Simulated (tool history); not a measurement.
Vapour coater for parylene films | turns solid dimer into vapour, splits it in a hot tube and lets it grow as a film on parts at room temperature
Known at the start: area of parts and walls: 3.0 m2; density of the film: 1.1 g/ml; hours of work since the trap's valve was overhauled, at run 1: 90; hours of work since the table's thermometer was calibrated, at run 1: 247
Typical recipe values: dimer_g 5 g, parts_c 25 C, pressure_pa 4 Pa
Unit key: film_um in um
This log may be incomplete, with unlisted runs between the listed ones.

run,hour,dimer_g,parts_c,pressure_pa,hours of work since the trap's valve was overhauled,hours of work since the table's thermometer was calibrated,film_um
1,0,5,25,4,90,247,0.899
2,27.2,5,25,4,102,259,0.909
3,59.6,5,25,4,116,273,0.901
4,85.5,5,25,10.94,127,284,0.739
5,107.3,5,25,10.94,136,293,0.74
6,134,5,25,3.32,148,305,0.939
7,154.9,5,26,4,157,314,0.877
8,179.6,5,26,4,168,325,0.884
9,220.1,5,26,4,185,342,0.884
10,244.2,5,26,4,196,353,0.876
11,278.9,4,25,4.93,211,368,0.698
12,299.9,7,25,6.64,220,377,1.143
# hour 343.2: trap's valve overhauled
13,346.2,7,28,6.64,1,395,1.047
14,372.8,3,25,10.34,13,407,0.451
15,412,5,36,7.78,30,424,0.582
16,448.8,4,19,2.38,46,440,0.963
17,469.6,2,18,8.08,55,449,0.39
18,500.7,2,18,10.67,68,463,0.356
19,526.7,2,18,10.67,80,474,0.369
20,570.1,5,31,2.28,99,493,0.862

Consider 5 possible next runs. They are alternatives, not a sequence: every one starts from the tool as it was left by run 20. What does each give?
A,611,5,25,10.1,116,511,?
B,611,5,37,2.28,116,511,?
C,611,9,20,6.22,116,511,?
D,611,4,31,2.28,116,511,?
E,611,2,25,4,116,511,?

run,film_um
A,0.743
B,0.723
C,1.72
D,0.687
E,0.363
With no hidden state in the tool, these same runs would have given:
run,film_um
A,0.745
B,0.724
C,1.724
D,0.688
E,0.364

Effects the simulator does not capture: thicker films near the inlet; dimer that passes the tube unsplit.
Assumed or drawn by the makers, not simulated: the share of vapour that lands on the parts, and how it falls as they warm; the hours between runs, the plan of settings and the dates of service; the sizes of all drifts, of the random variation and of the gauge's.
